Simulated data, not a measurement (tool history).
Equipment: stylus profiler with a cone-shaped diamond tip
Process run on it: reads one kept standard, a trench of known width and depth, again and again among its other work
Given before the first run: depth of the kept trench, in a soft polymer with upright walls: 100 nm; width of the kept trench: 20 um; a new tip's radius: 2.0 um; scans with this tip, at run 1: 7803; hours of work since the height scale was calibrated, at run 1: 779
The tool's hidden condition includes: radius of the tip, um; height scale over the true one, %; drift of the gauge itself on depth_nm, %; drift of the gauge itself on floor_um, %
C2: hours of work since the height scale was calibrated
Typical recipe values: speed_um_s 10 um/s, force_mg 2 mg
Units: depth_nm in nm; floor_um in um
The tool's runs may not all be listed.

{"run": 1, "hour": 0.0, "speed_um_s": 10, "force_mg": 2, "scans with this tip": 7803, "C2": 779, "depth_nm": 100.72, "floor_um": 18.22}
{"run": 2, "hour": 30.1, "speed_um_s": 10, "force_mg": 2, "scans with this tip": 7995, "C2": 798, "depth_nm": 100.72, "floor_um": 18.26}
{"run": 3, "hour": 50.9, "speed_um_s": 10, "force_mg": 1.27, "scans with this tip": 8127, "C2": 811, "depth_nm": 100.58, "floor_um": 18.2}
{"run": 4, "hour": 82.3, "speed_um_s": 10, "force_mg": 1.27, "scans with this tip": 8327, "C2": 831, "depth_nm": 100.56, "floor_um": 18.2}
{"run": 5, "hour": 99.3, "speed_um_s": 10, "force_mg": 1.27, "scans with this tip": 8435, "C2": 842, "depth_nm": 100.56, "floor_um": 18.21}
{"run": 6, "hour": 116.2, "speed_um_s": 5, "force_mg": 0.77, "scans with this tip": 8543, "C2": 853, "depth_nm": 100.47, "floor_um": 18.19}
{"run": 7, "hour": 141.7, "speed_um_s": 18, "force_mg": 1.65, "scans with this tip": 8705, "C2": 869, "depth_nm": 100.67, "floor_um": 18.15}
{"run": 8, "hour": 161.5, "speed_um_s": 18, "force_mg": 1.65, "scans with this tip": 8831, "C2": 881, "depth_nm": 100.67, "floor_um": 18.13}
{"run": 9, "hour": 199.9, "speed_um_s": 3, "force_mg": 2.02, "scans with this tip": 9075, "C2": 906, "depth_nm": 100.7, "floor_um": 18.21}
{"run": 10, "hour": 235.5, "speed_um_s": 28, "force_mg": 0.89, "scans with this tip": 9301, "C2": 928, "depth_nm": 100.5, "floor_um": 18.04}

Below, some changes in depth_nm between adjacent runs. For each, the amount present without the hidden state too (settings, incoming material, random variation) and the amount remaining for the hidden state with gauge scatter not shared by both compared results:
Run 1 -> 2: settings left as they were, no log entry in between. depth_nm +0 nm: hidden state +0.01, all else -0.01.
Run 6 -> 7: speed_um_s 5 -> 18, force_mg 0.77 -> 1.65. depth_nm +0.2 nm: hidden state +0, all else +0.2.
